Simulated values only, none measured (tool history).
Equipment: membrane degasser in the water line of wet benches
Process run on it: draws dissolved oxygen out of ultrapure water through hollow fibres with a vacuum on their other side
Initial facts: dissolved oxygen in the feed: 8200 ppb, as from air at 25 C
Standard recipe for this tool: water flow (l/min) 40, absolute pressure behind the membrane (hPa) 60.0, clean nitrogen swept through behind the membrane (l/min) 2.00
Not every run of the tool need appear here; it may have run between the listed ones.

run,hour,water flow (l/min),absolute pressure behind the membrane (hPa),clean nitrogen swept through behind the membrane (l/min),dissolved oxygen in the water behind the degasser (ppb),pressure that the water loses in the fibres (hPa)
1,0.0,40,60.0,2.00,165.0,541.3
2,163.9,40,60.0,4.67,100.0,537.9
3,330.9,40,60.0,4.67,98.3,537.6
4,530.5,60,60.0,2.00,324.8,810.2
5,678.8,25,60.0,2.00,86.3,336.6
6,887.4,40,60.0,2.00,164.9,543.2
7,1197.8,40,60.0,2.00,162.3,537.9
8,1359.5,40,60.0,2.00,166.4,541.1
9,1485.7,40,60.0,2.00,166.9,541.9
10,1666.5,40,60.0,2.00,170.1,538.1
11,1906.2,40,129.5,2.00,455.5,542.4
# hour 2010.8: seals of the vacuum lines changed
12,2179.2,40,50.0,2.00,126.4,540.9
13,2400.7,40,50.0,2.00,124.2,541.8
# hour 2414.3: vacuum gauge calibrated
14,2688.3,40,50.0,2.00,127.2,548.1
15,2945.0,25,50.0,2.00,59.9,337.3
# hour 2967.6: vacuum gauge calibrated, once more
16,3235.9,40,54.6,2.57,128.9,543.9
17,3496.5,25,51.9,0.98,121.3,345.4
18,3701.7,49,98.1,0.98,685.3,670.1
19,3993.6,41,40.5,2.00,96.4,559.7
20,4219.8,30,72.1,1.92,160.7,412.7
21,4495.0,30,81.8,2.00,188.7,413.7
22,4677.5,30,81.8,2.00,188.4,412.7
23,4853.2,55,64.2,3.60,245.8,757.0
24,5150.1,42,57.6,2.09,178.6,577.4
25,5307.3,48,41.9,2.00,150.5,658.0
26,5612.4,48,41.9,2.00,150.5,661.2
27,5785.0,48,41.9,2.00,152.2,663.9
28,5977.8,40,85.3,1.39,373.8,552.0
# hour 6011.3: vacuum gauge calibrated
29,6197.8,38,119.2,1.18,596.4,527.6
30,6363.4,34,52.2,4.25,65.4,467.4

Measured less the same run without the tool's hidden state. The same run-to-run variation is in both; the gauge's scatter may not be:
What the log doesn't record here: membrane still open, %; true pressure behind the membrane over the reading, kPa; air that leaks in behind the membrane, l/min; drift of the gauge itself on oxygen_ppb, %; drift of the gauge itself on loss_of_pressure_kpa, %.
run,dissolved oxygen in the water behind the degasser (ppb),pressure that the water loses in the fibres (hPa)
1,+1.8,+8.5
2,+3.3,+9.0
3,+3.5,+9.3
4,+9.4,+14.8
5,+1.1,+6.4
6,+4.4,+10.8
7,+5.2,+11.4
8,+5.7,+12.0
9,+6.1,+12.2
10,+6.7,+12.6
11,+9.4,+13.3
12,+7.4,+14.0
13,+7.9,+14.4
14,+9.7,+15.4
15,+3.8,+9.9
16,+10.6,+16.6
17,+7.6,+10.8
18,+21.3,+22.0
19,+14.4,+19.0
20,+8.5,+14.4
21,+9.1,+14.8
22,+9.4,+15.1
23,+25.1,+28.5
24,+18.5,+22.5
25,+24.8,+26.1
26,+25.8,+27.3
27,+26.8,+27.9
28,+22.6,+23.6
29,+9.9,+23.1
30,+6.9,+20.9

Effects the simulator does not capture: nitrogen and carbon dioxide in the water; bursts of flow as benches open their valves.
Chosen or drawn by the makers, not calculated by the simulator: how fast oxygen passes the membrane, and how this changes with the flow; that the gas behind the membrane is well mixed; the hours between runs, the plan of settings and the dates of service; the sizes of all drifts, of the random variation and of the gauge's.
